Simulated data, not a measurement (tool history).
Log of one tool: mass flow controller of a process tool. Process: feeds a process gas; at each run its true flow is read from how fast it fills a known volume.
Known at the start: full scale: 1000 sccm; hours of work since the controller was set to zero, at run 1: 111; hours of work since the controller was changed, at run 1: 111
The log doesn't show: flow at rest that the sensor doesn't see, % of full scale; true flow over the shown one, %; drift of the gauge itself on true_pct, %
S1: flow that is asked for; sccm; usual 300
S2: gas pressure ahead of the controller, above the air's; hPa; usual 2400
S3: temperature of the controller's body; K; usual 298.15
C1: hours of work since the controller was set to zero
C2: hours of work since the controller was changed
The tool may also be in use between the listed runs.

run 1 hour=0 | S1=300 S2=2400 S3=298.15 | C1=111 C2=111 | true_flow_(%)=99.52
run 2 hour=37 | S1=300 S2=2400 S3=298.15 | C1=123 C2=123 | true_flow_(%)=99.54
run 3 hour=72.8 | S1=300 S2=2400 S3=303.15 | C1=134 C2=134 | true_flow_(%)=99.75
run 4 hour=118.8 | S1=300 S2=2400 S3=303.15 | C1=148 C2=148 | true_flow_(%)=99.78
run 5 hour=172.1 | S1=410 S2=2400 S3=303.15 | C1=165 C2=165 | true_flow_(%)=99.95
run 6 hour=247.7 | S1=410 S2=2400 S3=303.15 | C1=189 C2=189 | true_flow_(%)=99.81
run 7 hour=301.9 | S1=300 S2=2400 S3=303.15 | C1=206 C2=206 | true_flow_(%)=99.66
run 8 hour=364.7 | S1=300 S2=2400 S3=303.15 | C1=225 C2=225 | true_flow_(%)=99.84
run 9 hour=443 | S1=300 S2=2400 S3=303.15 | C1=250 C2=250 | true_flow_(%)=99.77
run 10 hour=499.4 | S1=300 S2=2110 S3=303.15 | C1=268 C2=268 | true_flow_(%)=99.53
run 11 hour=580.3 | S1=300 S2=2400 S3=306.15 | C1=293 C2=293 | true_flow_(%)=99.75
run 12 hour=614.5 | S1=890 S2=2190 S3=294.15 | C1=304 C2=304 | true_flow_(%)=99.68
run 13 hour=688 | S1=604 S2=2710 S3=296.15 | C1=327 C2=327 | true_flow_(%)=99.81
run 14 hour=729.4 | S1=703 S2=2710 S3=304.15 | C1=340 C2=340 | true_flow_(%)=100.26
run 15 hour=789.5 | S1=361 S2=2250 S3=298.15 | C1=359 C2=359 | true_flow_(%)=99.45
run 16 hour=832.9 | S1=156 S2=2070 S3=298.15 | C1=372 C2=372 | true_flow_(%)=99.14
run 17 hour=888 | S1=389 S2=1950 S3=294.15 | C1=389 C2=389 | true_flow_(%)=99.09
run 18 hour=947.1 | S1=435 S2=2400 S3=309.15 | C1=408 C2=408 | true_flow_(%)=99.86
run 19 hour=1021.5 | S1=435 S2=2400 S3=309.15 | C1=431 C2=431 | true_flow_(%)=100.03

Forecast each of these 5 alternatives for the next run:
run A hour=1063.3 | S1=327 S2=2400 S3=298.15 | C1=444 C2=444 | true_flow_(%)=?
run B hour=1063.3 | S1=435 S2=2720 S3=293.15 | C1=444 C2=444 | true_flow_(%)=?
run C hour=1063.3 | S1=208 S2=2400 S3=309.15 | C1=444 C2=444 | true_flow_(%)=?
run D hour=1063.3 | S1=976 S2=1590 S3=296.15 | C1=444 C2=444 | true_flow_(%)=?
run E hour=1063.3 | S1=435 S2=2190 S3=306.15 | C1=444 C2=444 | true_flow_(%)=?

run=A true_flow_(%)=99.34
run=B true_flow_(%)=99.52
run=C true_flow_(%)=99.63
run=D true_flow_(%)=99.31
run=E true_flow_(%)=99.72
Without the tool's hidden state the same runs would have given:
run=A true_flow_(%)=99.6
run=B true_flow_(%)=99.79
run=C true_flow_(%)=99.9
run=D true_flow_(%)=99.58
run=E true_flow_(%)=99.99
